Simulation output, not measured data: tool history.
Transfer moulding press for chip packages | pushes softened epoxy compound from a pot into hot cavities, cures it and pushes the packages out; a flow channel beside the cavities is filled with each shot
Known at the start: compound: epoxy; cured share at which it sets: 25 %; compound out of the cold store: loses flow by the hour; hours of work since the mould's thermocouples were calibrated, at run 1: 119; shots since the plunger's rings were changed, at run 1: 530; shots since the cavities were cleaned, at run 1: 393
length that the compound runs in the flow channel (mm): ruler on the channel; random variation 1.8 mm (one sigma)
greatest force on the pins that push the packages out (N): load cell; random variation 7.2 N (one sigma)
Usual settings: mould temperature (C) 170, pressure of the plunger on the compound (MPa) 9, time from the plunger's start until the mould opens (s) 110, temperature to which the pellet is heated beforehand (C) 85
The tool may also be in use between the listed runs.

| run | hour | mould temperature (C) | pressure of the plunger on the compound (MPa) | time from the plunger's start until the mould opens (s) | temperature to which the pellet is heated beforehand (C) | hours of work since the mould's thermocouples were calibrated | shots since the plunger's rings were changed | shots since the cavities were cleaned | incoming compound's hours out of the cold store | length that the compound runs in the flow channel (mm) | greatest force on the pins that push the packages out (N) |
|---|---|---|---|---|---|---|---|---|---|---|---|
| 1 | 0 | 170 | 9 | 110 | 85 | 119 | 530 | 393 | 16.2 | 699 | 385 |
| 2 | 7.7 | 170 | 9 | 110 | 85 | 124 | 615 | 478 | 11.9 | 722 | 419 |
| 3 | 12.7 | 174 | 9 | 110 | 85 | 128 | 670 | 533 | 27.5 | 644 | 347 |
| 4 | 19.9 | 170 | 9 | 110 | 85 | 132 | 749 | 612 | 21.1 | 679 | 431 |
| 5 | 26.2 | 170 | 9 | 110 | 85 | 137 | 818 | 681 | 40 | 604 | 396 |
|  | 28.8 | cavities cleaned with cleaning compound and waxed |
| 6 | 37.4 | 170 | 9 | 110 | 85 | 143 | 925 | 95 | 26 | 656 | 330 |
| 7 | 42.6 | 170 | 9 | 110 | 85 | 147 | 982 | 152 | 31.1 | 638 | 330 |
| 8 | 50.3 | 170 | 9 | 110 | 85 | 152 | 1066 | 236 | 39.7 | 600 | 337 |
| 9 | 57.5 | 170 | 9 | 110 | 85 | 157 | 1145 | 315 | 40.4 | 596 | 380 |
| 10 | 62.5 | 170 | 9 | 110 | 85 | 161 | 1200 | 370 | 24.1 | 663 | 389 |
| 11 | 73.3 | 170 | 9 | 110 | 85 | 168 | 1319 | 489 | 40.8 | 598 | 391 |
| 12 | 82.3 | 170 | 9 | 110 | 85 | 174 | 1418 | 588 | 14.8 | 702 | 416 |
| 13 | 90.5 | 170 | 9 | 110 | 94 | 180 | 1508 | 678 | 43.9 | 579 | 413 |
|  | 93 | cavities cleaned with cleaning compound and waxed |
| 14 | 101.5 | 170 | 8.8 | 110 | 85 | 186 | 1612 | 93 | 45 | 573 | 323 |
| 15 | 108.8 | 170 | 9 | 137 | 85 | 191 | 1693 | 174 | 10.5 | 721 | 283 |
| 16 | 118.6 | 173 | 9 | 110 | 85 | 198 | 1800 | 281 | 47.4 | 565 | 316 |
| 17 | 126.1 | 170 | 9 | 92 | 94 | 203 | 1883 | 364 | 35.3 | 612 | 500 |
| 18 | 134.5 | 170 | 9 | 92 | 94 | 209 | 1975 | 456 | 24 | 658 | 542 |
|  | 137.4 | mould's thermocouples calibrated |
| 19 | 141.2 | 170 | 9 | 92 | 94 | 3 | 2027 | 508 | 19.9 | 674 | 520 |
| 20 | 151.9 | 170 | 7.49 | 92 | 94 | 10 | 2144 | 625 | 12.5 | 646 | 553 |
| 21 | 156.9 | 173 | 9 | 137 | 85 | 13 | 2199 | 680 | 13.9 | 692 | 344 |
|  | 159.3 | cavities cleaned with cleaning compound and waxed |
| 22 | 164.1 | 165 | 9 | 137 | 79 | 17 | 2262 | 53 | 24.5 | 666 | 304 |
|  | 171.2 | mould's thermocouples calibrated, once more |
| 23 | 172.5 | 168 | 9.97 | 138 | 95 | 1 | 2332 | 123 | 39 | 632 | 300 |
| 24 | 180.6 | 170 | 9 | 119 | 90 | 6 | 2421 | 212 | 42 | 584 | 317 |
| 25 | 186.8 | 174 | 7.35 | 111 | 91 | 11 | 2489 | 280 | 17.8 | 610 | 334 |
| 26 | 193.2 | 168 | 9 | 149 | 85 | 15 | 2559 | 350 | 25.8 | 649 | 326 |

5 ways to go on from here, each from the tool as it stands after run 26. What would each give?
| A | 203.6 | 170 | 9 | 110 | 88 | 22 | 2674 | 465 | 30.3 | ? | ? |
| B | 203.6 | 170 | 9.66 | 111 | 85 | 22 | 2674 | 465 | 27.7 | ? | ? |
| C | 203.6 | 168 | 9 | 146 | 81 | 22 | 2674 | 465 | 38.3 | ? | ? |
| D | 203.6 | 168 | 10.09 | 148 | 85 | 22 | 2674 | 465 | 48 | ? | ? |
| E | 203.6 | 174 | 9 | 149 | 85 | 22 | 2674 | 465 | 35.2 | ? | ? |

| run | length that the compound runs in the flow channel (mm) | greatest force on the pins that push the packages out (N) |
|---|---|---|
| A | 633 | 431 |
| B | 664 | 410 |
| C | 603 | 359 |
| D | 598 | 341 |
| E | 605 | 323 |
Without the tool's hidden state the same runs would have given:
| run | length that the compound runs in the flow channel (mm) | greatest force on the pins that push the packages out (N) |
|---|---|---|
| A | 647 | 314 |
| B | 679 | 297 |
| C | 616 | 260 |
| D | 612 | 248 |
| E | 619 | 234 |
